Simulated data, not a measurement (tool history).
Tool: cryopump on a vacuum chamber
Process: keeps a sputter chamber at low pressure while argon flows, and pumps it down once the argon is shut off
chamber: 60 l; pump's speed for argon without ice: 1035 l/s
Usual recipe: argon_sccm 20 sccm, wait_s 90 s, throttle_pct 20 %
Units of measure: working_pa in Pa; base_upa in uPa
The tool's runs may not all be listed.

run	hour	argon_sccm	wait_s	throttle_pct	working_pa	base_upa
1	0.0	20	90	20	0.1675	1.10
2	80.4	15	90	20	0.1274	1.16
3	164.1	15	90	20	0.1288	1.21
4	223.2	15	90	20	0.1274	1.25
5	273.0	15	90	20	0.1289	1.29
6	331.6	20	86	20	0.1725	1.35
7	378.2	20	86	20	0.1714	1.45
8	430.1	20	86	20	0.1721	1.47
9	510.6	20	86	20	0.1721	1.55
10	568.7	20	99	44	0.0841	1.56
11	654.9	9	36	57	0.0311	2.54

Below are 4 alternative next runs, each starting from the tool's condition after run 11. Predict each:
A	757.9	11	163	20	?	?
B	757.9	20	49	40	?	?
C	757.9	9	86	29	?	?
D	757.9	9	163	57	?	?

run	working_pa	base_upa
A	0.0974	1.47
B	0.0944	2.20
C	0.0570	1.78
D	0.0318	1.45
With no hidden state in the tool, these same runs would have given:
run	working_pa	base_upa
A	0.0905	0.65
B	0.0819	1.41
C	0.0513	0.96
D	0.0261	0.63
